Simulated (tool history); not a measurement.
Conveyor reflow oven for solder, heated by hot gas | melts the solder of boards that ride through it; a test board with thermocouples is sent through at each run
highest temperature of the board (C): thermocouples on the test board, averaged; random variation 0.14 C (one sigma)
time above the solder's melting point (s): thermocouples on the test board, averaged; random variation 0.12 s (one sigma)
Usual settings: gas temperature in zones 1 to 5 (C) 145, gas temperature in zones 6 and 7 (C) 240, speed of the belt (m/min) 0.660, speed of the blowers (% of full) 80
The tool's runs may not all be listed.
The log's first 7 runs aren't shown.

run	hour	gas temperature in zones 1 to 5 (C)	gas temperature in zones 6 and 7 (C)	speed of the belt (m/min)	speed of the blowers (% of full)	hours of work since the flux was cleaned out	hours of work since the belt drive was overhauled	hours of work since the thermocouples were changed	highest temperature of the board (C)	time above the solder's melting point (s)
8	172.5	145	240	0.660	65	126	1021	178	220.6	60.5
9	200.6	145	240	0.660	65	143	1037	195	220.7	60.4
10	217.4	145	240	0.660	65	153	1047	205	220.4	60.5
11	237.1	145	240	0.660	65	165	1059	217	220.3	60.3
12	265.4	145	240	0.660	80	181	1076	234	223.7	62.9
13	290.0	145	240	0.660	80	196	1091	248	223.4	62.7
14	322.6	145	240	0.660	80	216	1110	268	223.7	62.9
15	361.3	145	240	0.660	80	239	1133	291	223.3	62.7
16	389.5	152	255	0.750	59	256	1150	308	226.8	59.0
17	415.9	152	255	0.750	59	271	1166	324	226.8	59.0
18	450.3	152	255	0.750	59	292	1186	344	226.5	58.8
# hour 456.5: belt drive overhauled, speed set with a stopwatch
19	484.3	145	244	0.660	50	310	17	362	218.8	59.8
20	521.8	145	244	0.660	50	332	39	384	218.3	59.6
21	543.4	153	240	0.585	58	345	52	397	223.5	76.3
# hour 558.5: belt drive overhauled, speed set with a stopwatch, once more
22	576.5	157	247	0.626	58	362	11	415	226.2	70.7
23	593.4	145	235	0.626	58	373	21	425	213.7	56.0
24	615.4	144	235	0.626	81	386	34	438	218.2	60.6
25	647.7	139	255	0.761	70	405	53	457	223.5	50.4
26	680.9	139	245	0.761	71	425	73	477	215.7	45.1
# hour 694.5: flux residue cleaned out of gas plates and filters
27	704.1	145	234	0.660	80	6	84	488	218.3	58.0
28	731.2	145	250	0.701	80	22	100	504	230.4	60.8
# hour 756.6: thermocouples of zones 6 and 7 changed
29	763.4	145	240	0.591	55	40	118	4	221.9	67.1
30	800.6	145	233	0.660	89	62	140	26	220.0	59.4

Forecast each of these 5 alternatives for the next run:
A	820.2	145	233	0.625	56	74	152	38	?	?
B	820.2	139	231	0.660	62	74	152	38	?	?
C	820.2	135	233	0.660	89	74	152	38	?	?
D	820.2	133	240	0.660	80	74	152	38	?	?
E	820.2	145	233	0.759	59	74	152	38	?	?

run	highest temperature of the board (C)	time above the solder's melting point (s)
A	214.2	57.1
B	211.2	48.7
C	218.3	54.7
D	222.1	56.3
E	207.9	40.5
Without the tool's hidden state the same runs would have given:
run	highest temperature of the board (C)	time above the solder's melting point (s)
A	214.1	56.9
B	211.2	48.6
C	218.4	54.7
D	222.2	56.3
E	208.0	40.4
